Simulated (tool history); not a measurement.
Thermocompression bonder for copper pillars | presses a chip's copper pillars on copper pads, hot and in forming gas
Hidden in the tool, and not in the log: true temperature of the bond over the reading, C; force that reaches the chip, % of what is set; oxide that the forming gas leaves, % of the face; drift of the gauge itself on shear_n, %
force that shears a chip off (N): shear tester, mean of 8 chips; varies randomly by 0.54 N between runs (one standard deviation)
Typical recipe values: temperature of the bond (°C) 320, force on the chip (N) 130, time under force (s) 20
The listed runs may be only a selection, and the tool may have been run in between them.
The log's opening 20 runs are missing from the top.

run   hour  temperature of the bond (°C)  force on the chip (N)  time under force (s)  hours of work since the heater was calibrated  hours of work since the force cell was calibrated  hours of work since the gas filter was changed  force that shears a chip off (N)
 21  493.9                           328                    118                    40                                            580                                                555                                              25                              68.9
     501.3  -- heater calibrated with a thermocouple chip
 22  525.2                           332                    118                    47                                             14                                                571                                              41                              80.0
 23  543.3                           332                    118                    47                                             24                                                582                                              51                              79.4
 24  575.7                           327                    130                    18                                             42                                                600                                              70                              61.6
 25  599.4                           326                     88                    20                                             56                                                613                                              83                              47.6
     608.7  -- heater calibrated with a thermocouple chip, once more
 26  619.9                           326                     88                    20                                              6                                                624                                              94                              36.7
 27  647.5                           334                    130                    20                                             22                                                640                                             109                              53.8
 28  674.5                           313                    180                    20                                             37                                                655                                             125                              52.4
 29  703.6                           313                     89                    12                                             54                                                671                                             141                              24.6

Run 30 comes next. What will it give?
     727.7  -- forming gas filter changed
 30  734.2                           337                     89                    27                                             71                                                688                                               4                                 ?

{"run 30": {"force that shears a chip off (N)": 49.1}}
With no hidden state in the tool, this same run would have given force that shears a chip off (N) 50.4.
